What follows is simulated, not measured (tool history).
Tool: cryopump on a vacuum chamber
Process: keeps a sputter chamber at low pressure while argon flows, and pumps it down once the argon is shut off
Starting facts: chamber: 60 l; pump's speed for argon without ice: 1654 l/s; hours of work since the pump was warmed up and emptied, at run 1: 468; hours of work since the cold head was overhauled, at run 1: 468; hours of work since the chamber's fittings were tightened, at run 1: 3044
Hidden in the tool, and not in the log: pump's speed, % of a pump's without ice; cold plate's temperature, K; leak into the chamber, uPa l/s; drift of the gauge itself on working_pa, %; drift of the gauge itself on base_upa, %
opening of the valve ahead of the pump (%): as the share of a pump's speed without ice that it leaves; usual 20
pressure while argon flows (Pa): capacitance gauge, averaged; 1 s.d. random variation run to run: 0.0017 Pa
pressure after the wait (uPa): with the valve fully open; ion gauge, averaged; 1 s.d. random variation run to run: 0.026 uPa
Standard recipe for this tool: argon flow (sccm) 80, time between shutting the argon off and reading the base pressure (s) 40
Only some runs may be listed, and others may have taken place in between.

run,day,argon flow (sccm),time between shutting the argon off and reading the base pressure (s),opening of the valve ahead of the pump (%),hours of work since the pump was warmed up and emptied,hours of work since the cold head was overhauled,hours of work since the chamber's fittings were tightened,pressure while argon flows (Pa),pressure after the wait (uPa)
1,0.000,80,40,20,468,468,3044,0.4296,3.88
2,3.512,80,40,23,524,524,3100,0.3846,4.11
3,7.075,80,21,23,581,581,3157,0.3861,5.03
4,10.950,32,40,20,643,643,3219,0.1786,4.48
5,13.108,32,40,20,678,678,3254,0.1793,4.64
# day 14.550: pump warmed up, emptied and cooled again
6,16.208,32,40,20,26,724,3300,0.1642,3.44
7,18.104,32,252,20,57,754,3330,0.1636,2.74
8,21.279,32,252,20,107,805,3381,0.1651,2.95
# day 22.683: leaking fittings of the chamber tightened, without venting
9,23.258,45,40,20,138,835,9,0.2346,1.08
10,25.567,45,40,57,174,872,46,0.0846,1.09
11,29.167,48,127,18,232,929,103,0.2805,0.60
12,32.517,48,127,18,285,983,157,0.2823,0.67
13,34.708,80,51,26,320,1018,192,0.3291,1.08
14,37.029,80,51,26,357,1055,229,0.3309,1.11
15,40.771,80,82,29,417,1114,289,0.3048,0.91
16,43.750,121,33,38,465,1162,336,0.3640,1.66
17,45.433,65,138,52,492,1189,363,0.1482,0.89
18,48.154,36,40,48,535,1232,406,0.0896,1.57

5 ways to go on from here, each from the tool as it stands after run 18. What would each give?
A,50.679,80,40,32,575,1273,447,?,?
B,50.679,45,200,20,575,1273,447,?,?
C,50.679,36,43,48,575,1273,447,?,?
D,50.679,80,40,31,575,1273,447,?,?
E,50.679,94,32,29,575,1273,447,?,?

run,pressure while argon flows (Pa),pressure after the wait (uPa)
A,0.2888,1.58
B,0.2488,0.92
C,0.0910,1.58
D,0.2972,1.54
E,0.3682,1.83
Without the tool's hidden state the same runs would have given:
run,pressure while argon flows (Pa),pressure after the wait (uPa)
A,0.2566,1.04
B,0.2307,0.37
C,0.0766,1.02
D,0.2651,1.01
E,0.3307,1.28

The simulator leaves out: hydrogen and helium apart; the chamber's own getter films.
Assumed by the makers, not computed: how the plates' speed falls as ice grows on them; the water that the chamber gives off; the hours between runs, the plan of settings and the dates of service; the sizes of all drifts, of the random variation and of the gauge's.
